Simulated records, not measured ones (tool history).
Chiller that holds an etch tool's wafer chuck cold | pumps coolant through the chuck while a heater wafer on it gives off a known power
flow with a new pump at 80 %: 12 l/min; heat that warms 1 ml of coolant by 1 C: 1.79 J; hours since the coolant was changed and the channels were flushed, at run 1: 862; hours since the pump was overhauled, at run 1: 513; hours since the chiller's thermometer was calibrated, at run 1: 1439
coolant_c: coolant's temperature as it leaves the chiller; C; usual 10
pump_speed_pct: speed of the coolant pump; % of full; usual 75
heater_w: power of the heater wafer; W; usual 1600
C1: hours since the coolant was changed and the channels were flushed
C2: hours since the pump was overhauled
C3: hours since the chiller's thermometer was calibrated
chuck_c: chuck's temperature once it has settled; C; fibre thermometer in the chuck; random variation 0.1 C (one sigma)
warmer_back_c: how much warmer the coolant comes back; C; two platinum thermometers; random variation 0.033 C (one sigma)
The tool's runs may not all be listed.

Run 1, hour 0.0: usual settings; C1 862; C2 513; C3 1439. Result: chuck_c 25.2 C, warmer_back_c 4.86 C.
Run 2, hour 144.0: usual settings; C1 1006; C2 657; C3 1583. Result: chuck_c 25.2 C, warmer_back_c 4.80 C.
Run 3, hour 247.2: usual settings but pump_speed_pct 98 % of full; C1 1109; C2 760; C3 1686. Result: chuck_c 22.1 C, warmer_back_c 3.61 C.
Run 4, hour 392.5: usual settings but pump_speed_pct 70 % of full; C1 1254; C2 905; C3 1831. Result: chuck_c 26.3 C, warmer_back_c 5.19 C.
Run 5, hour 574.6: usual settings but coolant_c 3 C; C1 1436; C2 1088; C3 2013. Result: chuck_c 18.2 C, warmer_back_c 4.84 C.
Run 6, hour 698.6: usual settings but coolant_c 3 C; C1 1560; C2 1212; C3 2137. Result: chuck_c 18.3 C, warmer_back_c 4.81 C.
Run 7, hour 887.7: usual settings but coolant_c 3 C; C1 1750; C2 1401; C3 2327. Result: chuck_c 18.3 C, warmer_back_c 4.79 C.
Run 8, hour 981.7: usual settings but coolant_c 3 C; C1 1844; C2 1495; C3 2420. Result: chuck_c 18.3 C, warmer_back_c 4.81 C.
Run 9, hour 1157.2: usual settings but pump_speed_pct 72 % of full; C1 2019; C2 1670; C3 2596. Result: chuck_c 25.9 C, warmer_back_c 5.00 C.
Run 10, hour 1287.6: usual settings but pump_speed_pct 72 % of full; C1 2149; C2 1801; C3 2726. Result: chuck_c 26.0 C, warmer_back_c 5.01 C.
Run 11, hour 1419.7: usual settings but heater_w 1599 W; C1 2282; C2 1933; C3 2858. Result: chuck_c 25.4 C, warmer_back_c 4.81 C.
Run 12, hour 1606.3: usual settings but heater_w 1599 W; C1 2468; C2 2119; C3 3045. Result: chuck_c 25.2 C, warmer_back_c 4.77 C.
At hour 1691.8: coolant changed, channels flushed.
Run 13, hour 1775.8: usual settings but heater_w 1599 W; C1 84; C2 2283; C3 3209. Result: chuck_c 25.5 C, warmer_back_c 4.82 C.
Run 14, hour 1926.4: usual settings but heater_w 1599 W; C1 235; C2 2433; C3 3359. Result: chuck_c 25.3 C, warmer_back_c 4.83 C.
Run 15, hour 2041.5: usual settings but heater_w 1599 W; C1 350; C2 2548; C3 3474. Result: chuck_c 25.3 C, warmer_back_c 4.80 C.
Run 16, hour 2214.1: usual settings but heater_w 1599 W; C1 522; C2 2721; C3 3647. Result: chuck_c 25.4 C, warmer_back_c 4.80 C.
Run 17, hour 2342.4: usual settings but pump_speed_pct 89 % of full, heater_w 832 W; C1 651; C2 2849; C3 3775. Result: chuck_c 16.9 C, warmer_back_c 2.10 C.
Run 18, hour 2433.8: usual settings but coolant_c 11 C, pump_speed_pct 61 % of full, heater_w 2400 W; C1 742; C2 2941; C3 3867. Result: chuck_c 38.4 C, warmer_back_c 8.99 C.
Run 19, hour 2526.8: usual settings but coolant_c 20 C, pump_speed_pct 61 % of full, heater_w 1809 W; C1 835; C2 3034; C3 3960. Result: chuck_c 40.8 C, warmer_back_c 6.82 C.
Run 20, hour 2666.0: usual settings but coolant_c 20 C, pump_speed_pct 74 % of full, heater_w 1215 W; C1 974; C2 3173; C3 4099. Result: chuck_c 31.6 C, warmer_back_c 3.68 C.
Run 21, hour 2763.0: usual settings but coolant_c 1 C, pump_speed_pct 96 % of full, heater_w 2363 W; C1 1071; C2 3270; C3 4196. Result: chuck_c 19.1 C, warmer_back_c 5.48 C.
Run 22, hour 2890.7: usual settings but coolant_c 19 C, pump_speed_pct 64 % of full, heater_w 959 W; C1 1199; C2 3398; C3 4323. Result: chuck_c 29.4 C, warmer_back_c 3.40 C.
Run 23, hour 3099.1: usual settings but coolant_c 6 C, pump_speed_pct 68 % of full, heater_w 1434 W; C1 1407; C2 3606; C3 4532. Result: chuck_c 20.9 C, warmer_back_c 4.80 C.
Run 24, hour 3215.0: usual settings but coolant_c 9 C, pump_speed_pct 99 % of full, heater_w 1417 W; C1 1523; C2 3722; C3 4648. Result: chuck_c 19.6 C, warmer_back_c 3.16 C.
Run 25, hour 3423.8: usual settings but coolant_c 3 C, pump_speed_pct 94 % of full, heater_w 1417 W; C1 1732; C2 3931; C3 4857. Result: chuck_c 14.2 C, warmer_back_c 3.38 C.
At hour 3448.8: chiller's thermometer calibrated.
Run 26, hour 3629.9: usual settings but pump_speed_pct 73 % of full, heater_w 896 W; C1 1937; C2 4136; C3 181. Result: chuck_c 18.8 C, warmer_back_c 2.76 C.
Run 27, hour 3721.1: usual settings but pump_speed_pct 73 % of full, heater_w 857 W; C1 2028; C2 4227; C3 272. Result: chuck_c 18.3 C, warmer_back_c 2.60 C.
Run 28, hour 3925.1: usual settings but pump_speed_pct 73 % of full, heater_w 857 W; C1 2232; C2 4431; C3 476. Result: chuck_c 18.5 C, warmer_back_c 2.63 C.
Run 29, hour 4079.2: usual settings but coolant_c 18 C, pump_speed_pct 72 % of full, heater_w 2179 W; C1 2386; C2 4585; C3 630. Result: chuck_c 39.6 C, warmer_back_c 6.81 C.
At hour 4255.0: coolant changed, channels flushed.
Run 30, hour 4255.0: usual settings but coolant_c 18 C, pump_speed_pct 72 % of full, heater_w 2179 W; C1 0; C2 4755; C3 800. Result: chuck_c 39.6 C, warmer_back_c 6.77 C.
Run 31, hour 4451.4: usual settings but coolant_c 18 C, pump_speed_pct 72 % of full, heater_w 2179 W; C1 196; C2 4951; C3 997. Result: chuck_c 39.6 C, warmer_back_c 6.78 C.

Forecast each of these 3 alternatives for the next run:
Run A, hour 4627.8: usual settings but coolant_c 18 C, heater_w 2179 W; C1 373; C2 5128; C3 1173. Result: chuck_c ?, warmer_back_c ?.
Run B, hour 4627.8: usual settings but heater_w 1634 W; C1 373; C2 5128; C3 1173. Result: chuck_c ?, warmer_back_c ?.
Run C, hour 4627.8: usual settings but coolant_c 11 C, pump_speed_pct 95 % of full, heater_w 1130 W; C1 373; C2 5128; C3 1173. Result: chuck_c ?, warmer_back_c ?.

run  chuck_c  warmer_back_c
  A     38.9           6.58
  B     25.8           4.90
  C     19.9           2.61
Without the tool's hidden state the same runs would have given:
run  chuck_c  warmer_back_c
  A     38.8           6.57
  B     25.8           4.89
  C     19.9           2.61
